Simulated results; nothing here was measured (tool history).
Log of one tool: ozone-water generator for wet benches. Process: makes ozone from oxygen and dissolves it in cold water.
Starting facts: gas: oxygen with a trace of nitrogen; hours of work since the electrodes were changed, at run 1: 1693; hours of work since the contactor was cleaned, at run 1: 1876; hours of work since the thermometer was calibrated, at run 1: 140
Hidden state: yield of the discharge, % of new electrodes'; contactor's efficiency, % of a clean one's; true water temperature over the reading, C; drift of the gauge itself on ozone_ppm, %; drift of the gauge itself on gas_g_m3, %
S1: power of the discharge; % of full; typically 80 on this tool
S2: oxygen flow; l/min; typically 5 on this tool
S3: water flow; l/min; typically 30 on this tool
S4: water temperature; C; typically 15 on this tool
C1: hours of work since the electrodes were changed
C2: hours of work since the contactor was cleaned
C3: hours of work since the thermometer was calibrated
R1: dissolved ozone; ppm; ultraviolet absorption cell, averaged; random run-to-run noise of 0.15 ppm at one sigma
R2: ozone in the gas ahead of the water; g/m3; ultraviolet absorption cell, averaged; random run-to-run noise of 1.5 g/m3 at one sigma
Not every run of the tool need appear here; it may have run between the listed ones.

{"run": 1, "hour": 0.0, "S1": 80, "S2": 5, "S3": 30, "S4": 15, "C1": 1693, "C2": 1876, "C3": 140, "R1": 18.7, "R2": 289.4}
{"run": 2, "hour": 50.2, "S1": 80, "S2": 5, "S3": 30, "S4": 15, "C1": 1735, "C2": 1918, "C3": 182, "R1": 18.7, "R2": 293.1}
{"run": 3, "hour": 83.8, "S1": 80, "S2": 5, "S3": 30, "S4": 15, "C1": 1763, "C2": 1946, "C3": 210, "R1": 18.7, "R2": 292.7}
{"run": 4, "hour": 150.4, "S1": 80, "S2": 5, "S3": 30, "S4": 15, "C1": 1819, "C2": 2002, "C3": 265, "R1": 18.9, "R2": 291.4}
{"run": 5, "hour": 201.2, "S1": 80, "S2": 5, "S3": 30, "S4": 15, "C1": 1861, "C2": 2044, "C3": 307, "R1": 18.5, "R2": 288.6}
{"run": 6, "hour": 267.6, "S1": 80, "S2": 5, "S3": 30, "S4": 15, "C1": 1916, "C2": 2099, "C3": 363, "R1": 18.7, "R2": 288}
{"run": 7, "hour": 323.3, "S1": 80, "S2": 5, "S3": 30, "S4": 15, "C1": 1962, "C2": 2145, "C3": 409, "R1": 18.6, "R2": 289.5}
{"run": 8, "hour": 380.7, "S1": 80, "S2": 7.32, "S3": 30, "S4": 15, "C1": 2010, "C2": 2193, "C3": 457, "R1": 19.6, "R2": 236.3}
{"run": 9, "hour": 451.0, "S1": 80, "S2": 7.32, "S3": 30, "S4": 15, "C1": 2069, "C2": 2252, "C3": 515, "R1": 19.6, "R2": 238.9}
{"run": 10, "hour": 490.1, "S1": 80, "S2": 5, "S3": 30, "S4": 15, "C1": 2101, "C2": 2284, "C3": 548, "R1": 18.7, "R2": 287.5}
{"run": 11, "hour": 532.0, "S1": 80, "S2": 3.21, "S3": 30, "S4": 15, "C1": 2136, "C2": 2319, "C3": 582, "R1": 17.1, "R2": 363.4}
{"run": 12, "hour": 568.8, "S1": 91, "S2": 4.06, "S3": 32, "S4": 15, "C1": 2167, "C2": 2350, "C3": 613, "R1": 18.3, "R2": 350.7}
{"run": 13, "hour": 635.5, "S1": 52, "S2": 4.12, "S3": 21, "S4": 11, "C1": 2222, "C2": 2405, "C3": 669, "R1": 20.5, "R2": 241.5}
{"run": 14, "hour": 686.4, "S1": 72, "S2": 5.38, "S3": 20, "S4": 15, "C1": 2264, "C2": 2447, "C3": 711, "R1": 25.9, "R2": 257.3}
{"run": 15, "hour": 739.1, "S1": 58, "S2": 4.69, "S3": 30, "S4": 11, "C1": 2308, "C2": 2491, "C3": 755, "R1": 15.6, "R2": 237.9}
{"run": 16, "hour": 785.5, "S1": 80, "S2": 5, "S3": 23, "S4": 15, "C1": 2347, "C2": 2530, "C3": 793, "R1": 24.3, "R2": 287.4}
{"run": 17, "hour": 819.8, "S1": 99, "S2": 5, "S3": 23, "S4": 12, "C1": 2375, "C2": 2558, "C3": 822, "R1": 29, "R2": 330.7}
{"run": 18, "hour": 891.2, "S1": 99, "S2": 5, "S3": 33, "S4": 13, "C1": 2435, "C2": 2618, "C3": 881, "R1": 19.6, "R2": 327.3}
{"run": 19, "hour": 950.3, "S1": 99, "S2": 5, "S3": 33, "S4": 13, "C1": 2484, "C2": 2667, "C3": 930, "R1": 19.9, "R2": 330}
{"run": 20, "hour": 995.7, "S1": 99, "S2": 5, "S3": 33, "S4": 13, "C1": 2522, "C2": 2705, "C3": 968, "R1": 19.8, "R2": 327.2}
{"run": 21, "hour": 1054.2, "S1": 80, "S2": 5, "S3": 18, "S4": 15, "C1": 2570, "C2": 2753, "C3": 1017, "R1": 30.5, "R2": 284.2}

Each row is a separate what-if for the run after 21, all from the same tool condition, not one after another. Results?
{"run": "A", "hour": 1104.0, "S1": 80, "S2": 5.02, "S3": 20, "S4": 7, "C1": 2612, "C2": 2795, "C3": 1058, "R1": "?", "R2": "?"}
{"run": "B", "hour": 1104.0, "S1": 80, "S2": 5, "S3": 43, "S4": 16, "C1": 2612, "C2": 2795, "C3": 1058, "R1": "?", "R2": "?"}
{"run": "C", "hour": 1104.0, "S1": 80, "S2": 2.92, "S3": 18, "S4": 15, "C1": 2612, "C2": 2795, "C3": 1058, "R1": "?", "R2": "?"}
{"run": "D", "hour": 1104.0, "S1": 41, "S2": 5, "S3": 32, "S4": 15, "C1": 2612, "C2": 2795, "C3": 1058, "R1": "?", "R2": "?"}

run=A R1=30.8 R2=287.1
run=B R1=12.5 R2=285.3
run=C R1=29 R2=374.9
run=D R1=11.1 R2=183.1
Stripped of hidden state, with their random variation kept, the same runs would have yielded:
run=A R1=30.9 R2=293.4
run=B R1=12.5 R2=291.5
run=C R1=29.1 R2=383.1
run=D R1=11.1 R2=187

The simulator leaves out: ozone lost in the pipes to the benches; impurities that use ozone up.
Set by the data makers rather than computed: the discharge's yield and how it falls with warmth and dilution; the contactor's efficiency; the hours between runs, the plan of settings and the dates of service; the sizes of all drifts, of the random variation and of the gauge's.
